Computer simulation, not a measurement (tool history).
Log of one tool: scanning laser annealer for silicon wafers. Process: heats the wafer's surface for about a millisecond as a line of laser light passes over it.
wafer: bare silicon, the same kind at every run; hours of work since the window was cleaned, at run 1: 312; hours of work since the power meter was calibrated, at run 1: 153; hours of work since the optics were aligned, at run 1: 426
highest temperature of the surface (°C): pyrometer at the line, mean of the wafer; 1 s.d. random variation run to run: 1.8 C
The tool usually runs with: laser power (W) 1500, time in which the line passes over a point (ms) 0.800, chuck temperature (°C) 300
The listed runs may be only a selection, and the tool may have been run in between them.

| run | hour | laser power (W) | time in which the line passes over a point (ms) | chuck temperature (°C) | hours of work since the window was cleaned | hours of work since the power meter was calibrated | hours of work since the optics were aligned | highest temperature of the surface (°C) |
|---|---|---|---|---|---|---|---|---|
| 1 | 0.0 | 1500 | 0.800 | 300 | 312 | 153 | 426 | 978 |
| 2 | 5.7 | 1500 | 0.800 | 300 | 316 | 157 | 430 | 976 |
| 3 | 11.8 | 1500 | 0.800 | 300 | 320 | 161 | 435 | 979 |
| 4 | 22.4 | 1338 | 0.800 | 300 | 328 | 168 | 442 | 889 |
| 5 | 32.2 | 1500 | 0.800 | 339 | 334 | 175 | 449 | 1015 |
| 6 | 42.4 | 1500 | 0.800 | 294 | 342 | 182 | 456 | 969 |
| 7 | 50.5 | 1500 | 0.800 | 316 | 347 | 188 | 462 | 988 |
| 8 | 58.2 | 1500 | 0.800 | 316 | 353 | 193 | 467 | 986 |
| 9 | 66.0 | 1500 | 0.800 | 319 | 358 | 199 | 472 | 993 |
| 10 | 72.0 | 1500 | 0.800 | 300 | 362 | 203 | 477 | 972 |
| 11 | 76.8 | 1500 | 0.800 | 300 | 366 | 206 | 480 | 970 |
| 12 | 81.8 | 1498 | 0.800 | 300 | 369 | 210 | 483 | 970 |
| 13 | 87.6 | 1500 | 0.626 | 300 | 373 | 214 | 487 | 880 |
| 14 | 97.0 | 1500 | 0.626 | 300 | 380 | 220 | 494 | 877 |
| 15 | 105.6 | 1415 | 0.800 | 300 | 386 | 226 | 500 | 925 |
| 16 | 111.6 | 1415 | 0.800 | 300 | 390 | 230 | 504 | 924 |
| 17 | 119.9 | 1415 | 0.800 | 300 | 396 | 236 | 510 | 922 |
| 18 | 126.7 | 1415 | 0.800 | 300 | 400 | 241 | 515 | 922 |
| 19 | 133.8 | 1353 | 0.713 | 314 | 405 | 246 | 520 | 863 |
| 20 | 144.8 | 1424 | 0.923 | 304 | 413 | 253 | 527 | 988 |
| 21 | 151.9 | 1642 | 0.965 | 300 | 418 | 258 | 532 | 1133 |
| 22 | 162.9 | 1642 | 0.965 | 290 | 426 | 266 | 540 | 1119 |
| 23 | 169.2 | 1405 | 0.965 | 293 | 430 | 271 | 544 | 980 |
| 24 | 178.4 | 1495 | 0.800 | 300 | 436 | 277 | 551 | 964 |
| 25 | 186.8 | 1311 | 0.599 | 302 | 442 | 283 | 557 | 776 |
|  | 189.8 | window over the wafer cleaned |
| 26 | 199.0 | 1311 | 0.670 | 313 | 6 | 290 | 564 | 854 |
| 27 | 209.9 | 1588 | 0.704 | 278 | 14 | 298 | 571 | 981 |
| 28 | 220.9 | 1588 | 0.704 | 278 | 22 | 305 | 579 | 982 |
| 29 | 227.3 | 1493 | 0.726 | 300 | 26 | 310 | 583 | 964 |
| 30 | 235.7 | 1496 | 0.686 | 300 | 32 | 315 | 589 | 939 |
| 31 | 240.4 | 1320 | 0.746 | 333 | 35 | 319 | 593 | 915 |
| 32 | 249.3 | 1594 | 0.683 | 333 | 41 | 325 | 599 | 1024 |
| 33 | 258.3 | 1360 | 0.760 | 326 | 48 | 331 | 605 | 935 |
| 34 | 266.6 | 1361 | 0.786 | 300 | 54 | 337 | 611 | 919 |
| 35 | 276.4 | 1492 | 0.601 | 296 | 60 | 344 | 618 | 884 |

Entry by entry between the runs, the difference in hidden state between the last listed run before and the first listed run after:
Between runs 25 and 26: window over the wafer cleaned (hour 189.8)
  light that passes the window, % of a clean one's: 94.37 -> 99.79; laser's true power over the reading, %: 0.38 -> 0.39; width of the line over the set one, %: 1.22 -> 1.23
  measured value less the no-hidden-state value, highest temperature of the surface (°C): -35 -> -3

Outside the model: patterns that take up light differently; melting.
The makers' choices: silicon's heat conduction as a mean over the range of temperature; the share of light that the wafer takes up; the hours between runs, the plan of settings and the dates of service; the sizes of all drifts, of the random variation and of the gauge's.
